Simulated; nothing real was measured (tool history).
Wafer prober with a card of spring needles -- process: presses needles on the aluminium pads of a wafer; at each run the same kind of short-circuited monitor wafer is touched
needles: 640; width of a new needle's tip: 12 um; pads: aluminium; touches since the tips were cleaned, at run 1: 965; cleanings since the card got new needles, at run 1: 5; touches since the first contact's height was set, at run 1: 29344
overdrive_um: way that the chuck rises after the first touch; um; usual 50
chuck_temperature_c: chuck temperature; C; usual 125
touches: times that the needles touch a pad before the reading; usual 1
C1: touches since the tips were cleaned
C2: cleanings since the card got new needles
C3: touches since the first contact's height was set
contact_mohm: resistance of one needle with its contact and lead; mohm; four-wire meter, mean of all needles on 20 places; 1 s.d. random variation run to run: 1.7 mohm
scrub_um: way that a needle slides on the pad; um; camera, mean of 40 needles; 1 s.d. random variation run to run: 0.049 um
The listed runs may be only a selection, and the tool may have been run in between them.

{"run": 1, "hour": 0.0, "overdrive_um": 50, "chuck_temperature_c": 125, "touches": 1, "C1": 965, "C2": 5, "C3": 29344, "contact_mohm": 173, "scrub_um": 12.63}
{"hour": 11.1, "done": "tips cleaned on abrasive film"}
{"run": 2, "hour": 14.3, "overdrive_um": 50, "chuck_temperature_c": 125, "touches": 1, "C1": 1204, "C2": 6, "C3": 34640, "contact_mohm": 173, "scrub_um": 12.6}
{"hour": 25.1, "done": "tips cleaned on abrasive film"}
{"run": 3, "hour": 25.9, "overdrive_um": 50, "chuck_temperature_c": 125, "touches": 1, "C1": 297, "C2": 7, "C3": 38899, "contact_mohm": 175, "scrub_um": 12.54}
{"hour": 38.5, "done": "tips cleaned on abrasive film"}
{"run": 4, "hour": 39.4, "overdrive_um": 50, "chuck_temperature_c": 125, "touches": 1, "C1": 316, "C2": 8, "C3": 43864, "contact_mohm": 171, "scrub_um": 12.59}
{"run": 5, "hour": 51.7, "overdrive_um": 50, "chuck_temperature_c": 125, "touches": 2, "C1": 4886, "C2": 8, "C3": 48434, "contact_mohm": 177, "scrub_um": 12.63}
{"hour": 53.0, "done": "tips cleaned on abrasive film"}
{"run": 6, "hour": 59.7, "overdrive_um": 50, "chuck_temperature_c": 125, "touches": 2, "C1": 2469, "C2": 9, "C3": 51376, "contact_mohm": 174, "scrub_um": 12.62}
{"hour": 66.7, "done": "tips cleaned on abrasive film"}
{"run": 7, "hour": 69.1, "overdrive_um": 50, "chuck_temperature_c": 125, "touches": 2, "C1": 886, "C2": 10, "C3": 54833, "contact_mohm": 174, "scrub_um": 12.54}
{"hour": 80.3, "done": "tips cleaned on abrasive film"}
{"run": 8, "hour": 81.0, "overdrive_um": 50, "chuck_temperature_c": 125, "touches": 2, "C1": 260, "C2": 11, "C3": 59217, "contact_mohm": 173, "scrub_um": 12.52}
{"run": 9, "hour": 89.4, "overdrive_um": 50, "chuck_temperature_c": 125, "touches": 1, "C1": 3376, "C2": 11, "C3": 62333, "contact_mohm": 175, "scrub_um": 12.6}
{"hour": 93.8, "done": "tips cleaned on abrasive film"}
{"run": 10, "hour": 97.5, "overdrive_um": 50, "chuck_temperature_c": 125, "touches": 1, "C1": 1390, "C2": 12, "C3": 65319, "contact_mohm": 171, "scrub_um": 12.57}
{"hour": 108.3, "done": "tips cleaned on abrasive film"}
{"run": 11, "hour": 110.5, "overdrive_um": 50, "chuck_temperature_c": 27, "touches": 1, "C1": 802, "C2": 13, "C3": 70110, "contact_mohm": 155, "scrub_um": 12.67}
{"hour": 122.3, "done": "tips cleaned on abrasive film"}
{"run": 12, "hour": 123.6, "overdrive_um": 51, "chuck_temperature_c": 125, "touches": 1, "C1": 490, "C2": 14, "C3": 74947, "contact_mohm": 172, "scrub_um": 12.85}
{"run": 13, "hour": 129.8, "overdrive_um": 50, "chuck_temperature_c": 125, "touches": 1, "C1": 2782, "C2": 14, "C3": 77239, "contact_mohm": 174, "scrub_um": 12.67}
{"hour": 136.3, "done": "tips cleaned on abrasive film"}
{"run": 14, "hour": 142.8, "overdrive_um": 50, "chuck_temperature_c": 125, "touches": 1, "C1": 2418, "C2": 15, "C3": 82052, "contact_mohm": 177, "scrub_um": 12.61}
{"hour": 150.9, "done": "tips cleaned on abrasive film"}
{"run": 15, "hour": 151.8, "overdrive_um": 50, "chuck_temperature_c": 125, "touches": 1, "C1": 347, "C2": 16, "C3": 85346, "contact_mohm": 173, "scrub_um": 12.56}
{"hour": 165.0, "done": "tips cleaned on abrasive film"}
{"run": 16, "hour": 166.2, "overdrive_um": 50, "chuck_temperature_c": 125, "touches": 1, "C1": 464, "C2": 17, "C3": 90684, "contact_mohm": 174, "scrub_um": 12.62}
{"run": 17, "hour": 176.4, "overdrive_um": 66, "chuck_temperature_c": 110, "touches": 2, "C1": 4219, "C2": 17, "C3": 94439, "contact_mohm": 171, "scrub_um": 16.63}
{"hour": 179.3, "done": "tips cleaned on abrasive film"}
{"run": 18, "hour": 183.5, "overdrive_um": 47, "chuck_temperature_c": 85, "touches": 2, "C1": 1580, "C2": 18, "C3": 97066, "contact_mohm": 171, "scrub_um": 11.9}
{"hour": 192.7, "done": "tips cleaned on abrasive film"}
{"run": 19, "hour": 193.6, "overdrive_um": 70, "chuck_temperature_c": 85, "touches": 1, "C1": 325, "C2": 19, "C3": 100772, "contact_mohm": 162, "scrub_um": 17.68}
{"run": 20, "hour": 203.9, "overdrive_um": 70, "chuck_temperature_c": 85, "touches": 1, "C1": 4172, "C2": 19, "C3": 104619, "contact_mohm": 166, "scrub_um": 17.7}
{"hour": 207.4, "done": "tips cleaned on abrasive film"}
{"run": 21, "hour": 211.0, "overdrive_um": 50, "chuck_temperature_c": 91, "touches": 1, "C1": 1346, "C2": 20, "C3": 107198, "contact_mohm": 167, "scrub_um": 12.61}
{"hour": 220.8, "done": "tips cleaned on abrasive film"}
{"run": 22, "hour": 221.4, "overdrive_um": 50, "chuck_temperature_c": 91, "touches": 2, "C1": 244, "C2": 21, "C3": 111043, "contact_mohm": 170, "scrub_um": 12.66}
{"run": 23, "hour": 230.9, "overdrive_um": 54, "chuck_temperature_c": 85, "touches": 1, "C1": 3770, "C2": 21, "C3": 114569, "contact_mohm": 166, "scrub_um": 13.6}
{"hour": 234.9, "done": "tips cleaned on abrasive film"}
{"run": 24, "hour": 239.6, "overdrive_um": 46, "chuck_temperature_c": 104, "touches": 3, "C1": 1727, "C2": 22, "C3": 117747, "contact_mohm": 173, "scrub_um": 11.55}
{"hour": 248.6, "done": "tips cleaned on abrasive film"}
{"run": 25, "hour": 252.4, "overdrive_um": 46, "chuck_temperature_c": 104, "touches": 3, "C1": 1411, "C2": 23, "C3": 122485, "contact_mohm": 171, "scrub_um": 11.63}
{"run": 26, "hour": 261.0, "overdrive_um": 45, "chuck_temperature_c": 29, "touches": 3, "C1": 4594, "C2": 23, "C3": 125668, "contact_mohm": 158, "scrub_um": 11.34}
{"hour": 262.8, "done": "tips cleaned on abrasive film"}
{"run": 27, "hour": 270.9, "overdrive_um": 61, "chuck_temperature_c": 65, "touches": 3, "C1": 2980, "C2": 24, "C3": 129303, "contact_mohm": 163, "scrub_um": 15.48}
{"hour": 273.7, "done": "height of the first contact set anew"}
{"hour": 277.6, "done": "tips cleaned on abrasive film"}
{"run": 28, "hour": 282.5, "overdrive_um": 68, "chuck_temperature_c": 65, "touches": 2, "C1": 1801, "C2": 25, "C3": 3207, "contact_mohm": 159, "scrub_um": 17.24}
{"run": 29, "hour": 289.8, "overdrive_um": 44, "chuck_temperature_c": 81, "touches": 2, "C1": 4531, "C2": 25, "C3": 5937, "contact_mohm": 163, "scrub_um": 11.09}
{"hour": 291.7, "done": "tips cleaned on abrasive film"}
{"run": 30, "hour": 301.8, "overdrive_um": 52, "chuck_temperature_c": 64, "touches": 2, "C1": 3744, "C2": 26, "C3": 10342, "contact_mohm": 162, "scrub_um": 13.18}
{"hour": 305.3, "done": "tips cleaned on abrasive film"}
{"run": 31, "hour": 313.8, "overdrive_um": 58, "chuck_temperature_c": 112, "touches": 1, "C1": 3151, "C2": 27, "C3": 14758, "contact_mohm": 167, "scrub_um": 14.57}
{"hour": 318.7, "done": "tips cleaned on abrasive film"}
{"run": 32, "hour": 320.7, "overdrive_um": 58, "chuck_temperature_c": 112, "touches": 1, "C1": 750, "C2": 28, "C3": 17297, "contact_mohm": 169, "scrub_um": 14.68}

Across each entry between runs, compare the hidden state at the last listed run before it with the hidden state at the first listed run after it:
Runs 1 to 2: tips cleaned on abrasive film (hour 11.1)
  debris on the tips, nm: 0.5 -> 0.6
Runs 2 to 3: tips cleaned on abrasive film (hour 25.1)
  debris on the tips, nm: 0.6 -> 0.3
Runs 3 to 4: tips cleaned on abrasive film (hour 38.5)
  way that the needles fall short of the set height, um: 0.01 -> 0.02; tips' diameter, um: 12 -> 12.01
Runs 5 to 6: tips cleaned on abrasive film (hour 53)
  debris on the tips, nm: 1.6 -> 1.1
Runs 6 to 7: tips cleaned on abrasive film (hour 66.7)
  debris on the tips, nm: 1.1 -> 0.6
Runs 7 to 8: tips cleaned on abrasive film (hour 80.3)
  debris on the tips, nm: 0.6 -> 0.3
Runs 9 to 10: tips cleaned on abrasive film (hour 93.8)
  debris on the tips, nm: 1.4 -> 0.6
Runs 10 to 11: tips cleaned on abrasive film (hour 108.3)
  debris on the tips, nm: 0.6 -> 0.5; way that the needles fall short of the set height, um: 0.02 -> 0.03
Runs 11 to 12: tips cleaned on abrasive film (hour 122.3)
  debris on the tips, nm: 0.5 -> 0.3
Runs 13 to 14: tips cleaned on abrasive film (hour 136.3)
  debris on the tips, nm: 1.1 -> 1
Runs 14 to 15: tips cleaned on abrasive film (hour 150.9)
  debris on the tips, nm: 1 -> 0.3
Runs 15 to 16: tips cleaned on abrasive film (hour 165)
  debris on the tips, nm: 0.3 -> 0.4
Runs 17 to 18: tips cleaned on abrasive film (hour 179.3)
  debris on the tips, nm: 1.6 -> 0.8
Runs 18 to 19: tips cleaned on abrasive film (hour 192.7)
  debris on the tips, nm: 0.8 -> 0.2; way that the needles fall short of the set height, um: 0.03 -> 0.04
Runs 20 to 21: tips cleaned on abrasive film (hour 207.4)
  debris on the tips, nm: 1.5 -> 0.7
Runs 21 to 22: tips cleaned on abrasive film (hour 220.8)
  debris on the tips, nm: 0.7 -> 0.3
Runs 23 to 24: tips cleaned on abrasive film (hour 234.9)
  debris on the tips, nm: 1.5 -> 0.9; tips' diameter, um: 12.01 -> 12.02
Runs 24 to 25: tips cleaned on abrasive film (hour 248.6)
  debris on the tips, nm: 0.9 -> 0.8; way that the needles fall short of the set height, um: 0.04 -> 0.05
Runs 26 to 27: tips cleaned on abrasive film (hour 262.8)
  debris on the tips, nm: 1.7 -> 1.2
Runs 27 to 28: height of the first contact set anew (hour 273.7); tips cleaned on abrasive film (hour 277.6)
  debris on the tips, nm: 1.2 -> 0.9; way that the needles fall short of the set height, um: 0.05 -> 0
Runs 29 to 30: tips cleaned on abrasive film (hour 291.7)
  debris on the tips, nm: 1.6 -> 1.5
Runs 30 to 31: tips cleaned on abrasive film (hour 305.3)
  debris on the tips, nm: 1.5 -> 1.3; way that the needles fall short of the set height, um: 0 -> 0.01
Runs 31 to 32: tips cleaned on abrasive film (hour 318.7)
  debris on the tips, nm: 1.3 -> 0.4
